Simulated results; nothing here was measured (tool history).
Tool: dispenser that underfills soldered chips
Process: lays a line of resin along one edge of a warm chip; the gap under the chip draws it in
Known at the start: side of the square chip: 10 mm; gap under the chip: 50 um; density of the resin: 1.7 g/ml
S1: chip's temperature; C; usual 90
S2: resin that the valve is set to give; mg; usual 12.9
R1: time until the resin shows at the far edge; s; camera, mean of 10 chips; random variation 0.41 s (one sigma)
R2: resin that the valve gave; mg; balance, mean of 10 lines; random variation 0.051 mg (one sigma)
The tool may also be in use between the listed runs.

{"run": 1, "hour": 0.0, "S1": 90, "S2": 12.9, "R1": 31.7, "R2": 12.75}
{"hour": 4.5, "done": "new syringe of resin"}
{"run": 2, "hour": 5.2, "S1": 90, "S2": 12.9, "R1": 28.8, "R2": 12.65}
{"run": 3, "hour": 9.2, "S1": 97, "S2": 12.9, "R1": 26.8, "R2": 12.7}
{"hour": 12.8, "done": "new syringe of resin"}
{"run": 4, "hour": 15.1, "S1": 90, "S2": 16.8, "R1": 28.9, "R2": 16.47}
{"hour": 21.3, "done": "new syringe of resin"}
{"run": 5, "hour": 21.9, "S1": 83, "S2": 12.9, "R1": 35.4, "R2": 12.74}
{"hour": 29.3, "done": "new syringe of resin"}
{"run": 6, "hour": 31.3, "S1": 90, "S2": 15.4, "R1": 29.8, "R2": 15.07}
{"hour": 37.6, "done": "new syringe of resin"}
{"run": 7, "hour": 38.9, "S1": 90, "S2": 15.4, "R1": 28.9, "R2": 15.13}
{"hour": 46.0, "done": "new syringe of resin"}
{"run": 8, "hour": 46.3, "S1": 90, "S2": 15.4, "R1": 27.5, "R2": 15.06}
{"run": 9, "hour": 50.4, "S1": 90, "S2": 16.1, "R1": 30.7, "R2": 15.75}
{"hour": 54.2, "done": "new syringe of resin"}
{"run": 10, "hour": 60.0, "S1": 90, "S2": 12.9, "R1": 32.7, "R2": 12.47}
{"hour": 62.6, "done": "new syringe of resin"}
{"run": 11, "hour": 66.8, "S1": 90, "S2": 14.4, "R1": 31, "R2": 13.92}
{"hour": 71.1, "done": "new syringe of resin"}
{"run": 12, "hour": 72.0, "S1": 90, "S2": 14.4, "R1": 29.1, "R2": 13.96}
{"run": 13, "hour": 78.7, "S1": 90, "S2": 13.9, "R1": 34, "R2": 13.42}
{"hour": 79.7, "done": "new syringe of resin"}
{"run": 14, "hour": 85.6, "S1": 90, "S2": 13.9, "R1": 31.3, "R2": 13.33}
{"hour": 88.2, "done": "new syringe of resin"}
{"hour": 91.8, "done": "dispensing valve cleaned and set on the balance"}
{"run": 15, "hour": 95.2, "S1": 90, "S2": 12.9, "R1": 32.4, "R2": 12.92}
{"hour": 97.3, "done": "new syringe of resin"}
{"run": 16, "hour": 100.0, "S1": 90, "S2": 11.2, "R1": 31.4, "R2": 11.19}
{"hour": 105.8, "done": "new syringe of resin"}
{"run": 17, "hour": 107.5, "S1": 90, "S2": 13.8, "R1": 28.8, "R2": 13.78}
{"run": 18, "hour": 112.5, "S1": 90, "S2": 11.5, "R1": 33.8, "R2": 11.37}
{"hour": 114.4, "done": "new syringe of resin"}
{"run": 19, "hour": 117.0, "S1": 105, "S2": 11.5, "R1": 20.1, "R2": 11.4}
{"hour": 122.8, "done": "new syringe of resin"}
{"run": 20, "hour": 126.4, "S1": 105, "S2": 11.5, "R1": 21, "R2": 11.35}
{"hour": 131.2, "done": "new syringe of resin"}
{"run": 21, "hour": 134.0, "S1": 98, "S2": 15.9, "R1": 24.4, "R2": 15.66}
{"run": 22, "hour": 138.0, "S1": 98, "S2": 15.9, "R1": 27, "R2": 15.67}
{"hour": 139.4, "done": "new syringe of resin"}
{"run": 23, "hour": 142.6, "S1": 98, "S2": 15.9, "R1": 24.4, "R2": 15.7}
{"hour": 148.2, "done": "new syringe of resin"}
{"run": 24, "hour": 152.1, "S1": 100, "S2": 11.3, "R1": 24.7, "R2": 11.04}
{"hour": 157.0, "done": "new syringe of resin"}
{"run": 25, "hour": 157.3, "S1": 84, "S2": 13.6, "R1": 32.8, "R2": 13.27}
{"run": 26, "hour": 163.2, "S1": 84, "S2": 15.3, "R1": 38.3, "R2": 15}
{"hour": 165.6, "done": "new syringe of resin"}
{"run": 27, "hour": 169.4, "S1": 103, "S2": 16.3, "R1": 21.9, "R2": 15.87}
{"hour": 173.9, "done": "new syringe of resin"}
{"run": 28, "hour": 178.1, "S1": 81, "S2": 15.7, "R1": 39.9, "R2": 15.38}
{"hour": 182.6, "done": "new syringe of resin"}
{"run": 29, "hour": 182.6, "S1": 76, "S2": 14.5, "R1": 42.2, "R2": 14.03}
{"hour": 191.1, "done": "new syringe of resin"}
{"run": 30, "hour": 192.1, "S1": 91, "S2": 16.1, "R1": 27.2, "R2": 15.51}
{"hour": 199.4, "done": "new syringe of resin"}
{"run": 31, "hour": 199.7, "S1": 94, "S2": 16, "R1": 25, "R2": 15.44}
{"hour": 207.6, "done": "new syringe of resin"}
{"run": 32, "hour": 208.7, "S1": 97, "S2": 15.8, "R1": 23.5, "R2": 15.18}
{"hour": 216.2, "done": "new syringe of resin"}
{"run": 33, "hour": 217.0, "S1": 77, "S2": 12.6, "R1": 42.9, "R2": 12.04}
{"hour": 220.1, "done": "dispensing valve cleaned and set on the balance"}
{"run": 34, "hour": 222.2, "S1": 95, "S2": 12.5, "R1": 28.2, "R2": 12.47}
{"hour": 225.4, "done": "new syringe of resin"}
{"run": 35, "hour": 230.9, "S1": 95, "S2": 15, "R1": 28, "R2": 14.93}
{"hour": 234.0, "done": "new syringe of resin"}
{"run": 36, "hour": 236.5, "S1": 91, "S2": 12.1, "R1": 29.6, "R2": 12.02}

Forecast each of these 3 alternatives for the next run:
{"hour": 242.1, "done": "new syringe of resin"}
{"run": "A", "hour": 243.4, "S1": 81, "S2": 12.9, "R1": "?", "R2": "?"}
{"hour": 242.1, "done": "new syringe of resin"}
{"run": "B", "hour": 243.4, "S1": 81, "S2": 12.1, "R1": "?", "R2": "?"}
{"hour": 242.1, "done": "new syringe of resin"}
{"run": "C", "hour": 243.4, "S1": 104, "S2": 16.5, "R1": "?", "R2": "?"}

run=A R1=38.1 R2=12.77
run=B R1=39.1 R2=11.98
run=C R1=20 R2=16.36
Without the tool's hidden state the same runs would have given:
run=A R1=35.6 R2=12.9
run=B R1=36.5 R2=12.11
run=C R1=18.8 R2=16.54

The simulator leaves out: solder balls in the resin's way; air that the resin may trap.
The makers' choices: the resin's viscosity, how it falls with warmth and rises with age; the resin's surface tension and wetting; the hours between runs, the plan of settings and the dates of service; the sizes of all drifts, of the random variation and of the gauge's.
